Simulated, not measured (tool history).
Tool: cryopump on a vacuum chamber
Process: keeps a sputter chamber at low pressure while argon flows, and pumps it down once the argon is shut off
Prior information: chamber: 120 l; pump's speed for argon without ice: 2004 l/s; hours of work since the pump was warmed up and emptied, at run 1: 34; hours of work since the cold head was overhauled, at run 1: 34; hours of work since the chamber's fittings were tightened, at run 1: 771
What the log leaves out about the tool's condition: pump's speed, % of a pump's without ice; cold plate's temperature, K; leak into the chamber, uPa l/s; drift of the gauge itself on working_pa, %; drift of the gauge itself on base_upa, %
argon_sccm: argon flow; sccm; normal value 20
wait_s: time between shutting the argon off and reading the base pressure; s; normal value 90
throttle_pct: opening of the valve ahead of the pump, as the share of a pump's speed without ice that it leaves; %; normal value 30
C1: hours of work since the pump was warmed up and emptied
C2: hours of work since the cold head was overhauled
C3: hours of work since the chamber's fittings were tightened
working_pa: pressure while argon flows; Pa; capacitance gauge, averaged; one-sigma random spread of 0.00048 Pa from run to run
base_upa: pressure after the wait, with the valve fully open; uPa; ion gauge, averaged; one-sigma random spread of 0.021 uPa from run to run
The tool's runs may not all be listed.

Run 1, hour 0.0: usual settings; C1 34; C2 34; C3 771. Result: working_pa 0.0565 Pa, base_upa 0.57 uPa.
Run 2, hour 37.1: usual settings but argon_sccm 16 sccm; C1 66; C2 66; C3 803. Result: working_pa 0.0457 Pa, base_upa 0.59 uPa.
Run 3, hour 58.2: usual settings but argon_sccm 10 sccm; C1 84; C2 84; C3 822. Result: working_pa 0.0285 Pa, base_upa 0.59 uPa.
Run 4, hour 89.8: usual settings; C1 112; C2 112; C3 849. Result: working_pa 0.0567 Pa, base_upa 0.60 uPa.
Run 5, hour 124.4: usual settings; C1 142; C2 142; C3 879. Result: working_pa 0.0576 Pa, base_upa 0.58 uPa.
Run 6, hour 160.3: usual settings; C1 173; C2 173; C3 910. Result: working_pa 0.0574 Pa, base_upa 0.65 uPa.
Run 7, hour 190.5: usual settings; C1 199; C2 199; C3 937. Result: working_pa 0.0571 Pa, base_upa 0.64 uPa.
Run 8, hour 220.5: usual settings but wait_s 30 s; C1 225; C2 225; C3 963. Result: working_pa 0.0572 Pa, base_upa 1.16 uPa.
Run 9, hour 258.5: usual settings but wait_s 30 s; C1 258; C2 258; C3 996. Result: working_pa 0.0567 Pa, base_upa 1.12 uPa.
Run 10, hour 293.3: usual settings but argon_sccm 14 sccm, wait_s 30 s; C1 288; C2 288; C3 1026. Result: working_pa 0.0401 Pa, base_upa 1.16 uPa.
Run 11, hour 334.4: usual settings but argon_sccm 14 sccm, wait_s 30 s; C1 324; C2 324; C3 1061. Result: working_pa 0.0400 Pa, base_upa 1.20 uPa.
Run 12, hour 368.7: usual settings but argon_sccm 14 sccm; C1 354; C2 354; C3 1091. Result: working_pa 0.0399 Pa, base_upa 0.71 uPa.
Run 13, hour 412.8: usual settings but argon_sccm 14 sccm; C1 392; C2 392; C3 1130. Result: working_pa 0.0405 Pa, base_upa 0.74 uPa.
Run 14, hour 446.2: usual settings; C1 421; C2 421; C3 1159. Result: working_pa 0.0585 Pa, base_upa 0.80 uPa.
Run 15, hour 490.6: usual settings; C1 460; C2 460; C3 1197. Result: working_pa 0.0590 Pa, base_upa 0.71 uPa.
Run 16, hour 521.3: usual settings; C1 486; C2 486; C3 1224. Result: working_pa 0.0585 Pa, base_upa 0.74 uPa.
Run 17, hour 541.3: usual settings; C1 504; C2 504; C3 1241. Result: working_pa 0.0582 Pa, base_upa 0.72 uPa.
Run 18, hour 583.9: usual settings; C1 541; C2 541; C3 1278. Result: working_pa 0.0585 Pa, base_upa 0.75 uPa.
Run 19, hour 624.5: usual settings but argon_sccm 9 sccm, wait_s 201 s; C1 576; C2 576; C3 1313. Result: working_pa 0.0262 Pa, base_upa 0.69 uPa.
Run 20, hour 650.7: usual settings but argon_sccm 9 sccm, wait_s 201 s; C1 599; C2 599; C3 1336. Result: working_pa 0.0265 Pa, base_upa 0.64 uPa.
Run 21, hour 685.7: usual settings but argon_sccm 14 sccm, wait_s 174 s, throttle_pct 21 %; C1 629; C2 629; C3 1367. Result: working_pa 0.0600 Pa, base_upa 0.67 uPa.
Run 22, hour 723.9: usual settings but throttle_pct 25 %; C1 662; C2 662; C3 1400. Result: working_pa 0.0708 Pa, base_upa 0.84 uPa.
Run 23, hour 759.4: usual settings but throttle_pct 25 %; C1 693; C2 693; C3 1430. Result: working_pa 0.0711 Pa, base_upa 0.84 uPa.
Run 24, hour 781.6: usual settings but wait_s 30 s, throttle_pct 19 %; C1 712; C2 712; C3 1450. Result: working_pa 0.0933 Pa, base_upa 1.34 uPa.
Run 25, hour 826.5: usual settings but argon_sccm 9 sccm, throttle_pct 24 %; C1 751; C2 751; C3 1489. Result: working_pa 0.0337 Pa, base_upa 0.87 uPa.
Run 26, hour 849.4: usual settings but wait_s 166 s; C1 771; C2 771; C3 1509. Result: working_pa 0.0599 Pa, base_upa 0.78 uPa.
Run 27, hour 889.1: usual settings but argon_sccm 12 sccm, wait_s 109 s, throttle_pct 38 %; C1 806; C2 806; C3 1543. Result: working_pa 0.0288 Pa, base_upa 0.83 uPa.
Run 28, hour 924.0: usual settings but argon_sccm 19 sccm, throttle_pct 44 %; C1 836; C2 836; C3 1573. Result: working_pa 0.0399 Pa, base_upa 0.92 uPa.
Run 29, hour 945.1: usual settings but argon_sccm 22 sccm, wait_s 33 s, throttle_pct 44 %; C1 854; C2 854; C3 1592. Result: working_pa 0.0474 Pa, base_upa 1.28 uPa.
Run 30, hour 977.1: usual settings but argon_sccm 32 sccm, wait_s 62 s, throttle_pct 47 %; C1 882; C2 882; C3 1619. Result: working_pa 0.0644 Pa, base_upa 1.02 uPa.
Run 31, hour 1010.5: usual settings but throttle_pct 20 %; C1 911; C2 911; C3 1649. Result: working_pa 0.0890 Pa, base_upa 0.92 uPa.
Run 32, hour 1042.2: usual settings but argon_sccm 16 sccm, wait_s 281 s, throttle_pct 52 %; C1 939; C2 939; C3 1676. Result: working_pa 0.0293 Pa, base_upa 0.81 uPa.
At hour 1069.5: pump warmed up, emptied and cooled again.
Run 33, hour 1072.1: usual settings but argon_sccm 16 sccm, wait_s 281 s, throttle_pct 52 %; C1 2; C2 960; C3 1698. Result: working_pa 0.0264 Pa, base_upa 0.66 uPa.
Run 34, hour 1113.0: usual settings but argon_sccm 12 sccm, wait_s 108 s, throttle_pct 24 %; C1 38; C2 996; C3 1733. Result: working_pa 0.0429 Pa, base_upa 0.79 uPa.
Run 35, hour 1148.5: usual settings but argon_sccm 33 sccm, wait_s 112 s, throttle_pct 35 %; C1 69; C2 1026; C3 1764. Result: working_pa 0.0797 Pa, base_upa 0.75 uPa.

What if the next run were any one of these 3? Each begins from the tool's condition after run 35:
Run A, hour 1179.5: usual settings but argon_sccm 21 sccm, wait_s 253 s, throttle_pct 51 %; C1 95; C2 1053; C3 1791. Result: working_pa ?, base_upa ?.
Run B, hour 1179.5: usual settings but argon_sccm 33 sccm, wait_s 239 s, throttle_pct 33 %; C1 95; C2 1053; C3 1791. Result: working_pa ?, base_upa ?.
Run C, hour 1179.5: usual settings but argon_sccm 21 sccm, wait_s 67 s, throttle_pct 21 %; C1 95; C2 1053; C3 1791. Result: working_pa ?, base_upa ?.

run  working_pa  base_upa
  A      0.0356      0.71
  B      0.0855      0.69
  C      0.0850      0.95
The same runs, with their run-to-run variation unchanged, on a tool lacking any hidden condition would have given:
run  working_pa  base_upa
  A      0.0349      0.26
  B      0.0843      0.25
  C      0.0843      0.50

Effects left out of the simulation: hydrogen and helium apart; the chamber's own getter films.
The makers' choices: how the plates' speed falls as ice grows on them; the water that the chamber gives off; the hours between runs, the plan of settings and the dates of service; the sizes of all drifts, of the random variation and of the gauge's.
